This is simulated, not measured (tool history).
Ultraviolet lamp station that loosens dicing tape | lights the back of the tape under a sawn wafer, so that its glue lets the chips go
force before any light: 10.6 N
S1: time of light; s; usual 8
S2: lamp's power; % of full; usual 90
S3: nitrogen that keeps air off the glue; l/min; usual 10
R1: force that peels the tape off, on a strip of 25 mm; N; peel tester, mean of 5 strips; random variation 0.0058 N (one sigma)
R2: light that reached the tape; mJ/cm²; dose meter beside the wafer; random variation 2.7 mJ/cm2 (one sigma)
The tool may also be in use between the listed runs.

| run | hour | S1 | S2 | S3 | R1 | R2 |
|---|---|---|---|---|---|---|
| 1 | 0.0 | 8 | 90 | 10 | 0.274 | 308 |
| 2 | 14.2 | 8 | 68 | 10 | 0.590 | 230 |
| 3 | 28.3 | 8 | 68 | 10 | 0.600 | 229 |
| 4 | 42.3 | 14 | 68 | 10 | 0.132 | 401 |
| 5 | 59.5 | 14 | 68 | 5 | 0.281 | 402 |
| 6 | 73.4 | 14 | 68 | 5 | 0.279 | 401 |
| 7 | 85.1 | 14 | 67 | 5 | 0.299 | 389 |
| 8 | 96.2 | 14 | 83 | 5 | 0.164 | 489 |
| 9 | 104.5 | 14 | 83 | 5 | 0.149 | 491 |
| 10 | 121.8 | 8 | 90 | 7 | 0.447 | 302 |
| 11 | 131.8 | 8 | 90 | 7 | 0.445 | 301 |
| 12 | 149.5 | 8 | 90 | 7 | 0.433 | 295 |
|  | 157.7 | window cleaned of glue's vapour |
| 13 | 162.3 | 8 | 90 | 7 | 0.338 | 326 |
| 14 | 179.0 | 8 | 90 | 7 | 0.343 | 324 |
| 15 | 190.7 | 8 | 86 | 10 | 0.271 | 309 |
| 16 | 203.2 | 8 | 86 | 10 | 0.264 | 310 |
| 17 | 218.4 | 8 | 86 | 10 | 0.267 | 306 |
| 18 | 232.4 | 8 | 86 | 13 | 0.205 | 302 |
| 19 | 251.0 | 8 | 90 | 10 | 0.235 | 319 |
| 20 | 261.4 | 8 | 90 | 10 | 0.256 | 317 |
| 21 | 279.1 | 6 | 90 | 18 | 0.340 | 238 |
| 22 | 288.2 | 6 | 90 | 18 | 0.321 | 231 |
| 23 | 303.6 | 8 | 98 | 8 | 0.247 | 339 |
| 24 | 319.2 | 8 | 98 | 8 | 0.254 | 339 |
| 25 | 333.9 | 11 | 98 | 9 | 0.115 | 468 |
| 26 | 351.6 | 16 | 81 | 8 | 0.092 | 556 |
| 27 | 367.1 | 6 | 64 | 13 | 1.087 | 162 |
| 28 | 386.0 | 6 | 64 | 13 | 1.075 | 163 |
| 29 | 396.0 | 10 | 83 | 12 | 0.152 | 344 |
| 30 | 411.8 | 10 | 83 | 12 | 0.159 | 346 |
| 31 | 427.8 | 13 | 100 | 16 | 0.075 | 545 |
| 32 | 438.5 | 13 | 100 | 16 | 0.076 | 544 |
| 33 | 451.5 | 8 | 88 | 19 | 0.175 | 290 |
| 34 | 465.0 | 8 | 88 | 19 | 0.182 | 291 |
| 35 | 481.9 | 8 | 83 | 16 | 0.230 | 273 |
| 36 | 490.1 | 5 | 71 | 6 | 2.261 | 145 |
| 37 | 506.0 | 5 | 71 | 11 | 1.546 | 146 |
| 38 | 519.8 | 15 | 88 | 8 | 0.093 | 537 |
| 39 | 531.7 | 10 | 60 | 7 | 0.758 | 243 |
| 40 | 541.2 | 10 | 76 | 19 | 0.150 | 312 |

Some steps in R1 between neighbouring runs. How much of each would the tool show without its hidden state too (settings, what came in, random variation), and how much is left for the hidden state, with any gauge scatter that isn't in both results?
The hidden state here: lamp's light, % of a new lamp's; light that the window lets through, % of a clean one's; drift of the gauge itself on peel_n, %; drift of the gauge itself on dose_mj_cm2, %.
Run 26 -> 27: S1 16 -> 6, S2 81 -> 64, S3 8 -> 13. R1 +0.995 N: hidden state +0.404, all else +0.591.
Run 35 -> 36: S1 8 -> 5, S2 83 -> 71, S3 16 -> 6. R1 +2.031 N: hidden state +0.647, all else +1.384.
Run 37 -> 38: S1 5 -> 15, S2 71 -> 88, S3 11 -> 8. R1 -1.453 N: hidden state -0.606, all else -0.847.
